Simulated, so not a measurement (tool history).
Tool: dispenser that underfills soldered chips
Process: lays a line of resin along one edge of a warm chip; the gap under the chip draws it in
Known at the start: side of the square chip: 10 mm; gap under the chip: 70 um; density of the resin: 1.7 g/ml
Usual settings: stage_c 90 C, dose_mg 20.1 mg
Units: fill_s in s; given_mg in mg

run	hour	stage_c	dose_mg	fill_s	given_mg
1	0	90	20.1	92.2	19.27
2	12.8	90	20.1	67.4	19.11
3	22.3	98	20.1	77.1	19.07
4	30	98	20.1	111.3	18.95
5	37.6	98	20.1	62.1	19.01
6	51	98	20.1	120.3	18.8
7	64.9	90	20.1	124	18.81
8	79	90	20.1	93.2	18.66
9	96.8	105	21.4	43.3	21.44
10	112.5	105	21.4	35.5	21.35
11	119.6	81	19.9	141.5	19.65
12	127.7	80	18.5	227.7	18.13
13	140.5	98	19.9	73	19.53

Not shown: 8 entries that the log had between the listed runs. Between which runs, and how does the tool's hidden state differ before and after?
Between runs 1 and 2: new syringe of resin (hour 12.8)
  resin's viscosity, % of fresh resin's: 140.2 -> 100.7; dose that the valve gives, % of what is set: 95.84 -> 95.35; true chip temperature over the reading, C: -1.36 -> -1.39
  measured less the result without the state, fill_s: +30.4 -> +4.6 s; given_mg: -0.83 -> -0.93 mg
Between runs 4 and 5: new syringe of resin (hour 32.8)
  resin's viscosity, % of fresh resin's: 240.1 -> 128.1; dose that the valve gives, % of what is set: 94.65 -> 94.34; true chip temperature over the reading, C: -1.43 -> -1.45
  measured less the result without the state, fill_s: +67.9 -> +16.7 s; given_mg: -1.07 -> -1.14 mg
Between runs 6 and 7: new syringe of resin (hour 52.8)
  resin's viscosity, % of fresh resin's: 251.3 -> 185.6; dose that the valve gives, % of what is set: 93.76 -> 93.2; true chip temperature over the reading, C: -1.48 -> -1.52
  measured less the result without the state, fill_s: +75.6 -> +61.9 s; given_mg: -1.25 -> -1.37 mg
Between runs 7 and 8: new syringe of resin (hour 72.7)
  resin's viscosity, % of fresh resin's: 185.6 -> 138.9; dose that the valve gives, % of what is set: 93.2 -> 92.6; true chip temperature over the reading, C: -1.52 -> -1.55
  measured less the result without the state, fill_s: +61.9 -> +30.9 s; given_mg: -1.37 -> -1.49 mg
Between runs 8 and 9: new syringe of resin (hour 92.2); dispensing valve cleaned and set on the balance (hour 94)
  resin's viscosity, % of fresh resin's: 138.9 -> 121.3; dose that the valve gives, % of what is set: 92.6 -> 99.67; true chip temperature over the reading, C: -1.55 -> -1.59
  measured less the result without the state, fill_s: +30.9 -> +9.8 s; given_mg: -1.49 -> -0.07 mg
Between runs 9 and 10: new syringe of resin (hour 112.5)
  resin's viscosity, % of fresh resin's: 121.3 -> 99.8; dose that the valve gives, % of what is set: 99.67 -> 98.96; true chip temperature over the reading, C: -1.59 -> -1.62
  measured less the result without the state, fill_s: +9.8 -> +2.1 s; given_mg: -0.07 -> -0.22 mg
Between runs 12 and 13: new syringe of resin (hour 132.3)
  resin's viscosity, % of fresh resin's: 215.1 -> 151.2; dose that the valve gives, % of what is set: 98.34 -> 97.81; true chip temperature over the reading, C: -1.66 -> -1.68
  measured less the result without the state, fill_s: +129.9 -> +28.2 s; given_mg: -0.31 -> -0.44 mg

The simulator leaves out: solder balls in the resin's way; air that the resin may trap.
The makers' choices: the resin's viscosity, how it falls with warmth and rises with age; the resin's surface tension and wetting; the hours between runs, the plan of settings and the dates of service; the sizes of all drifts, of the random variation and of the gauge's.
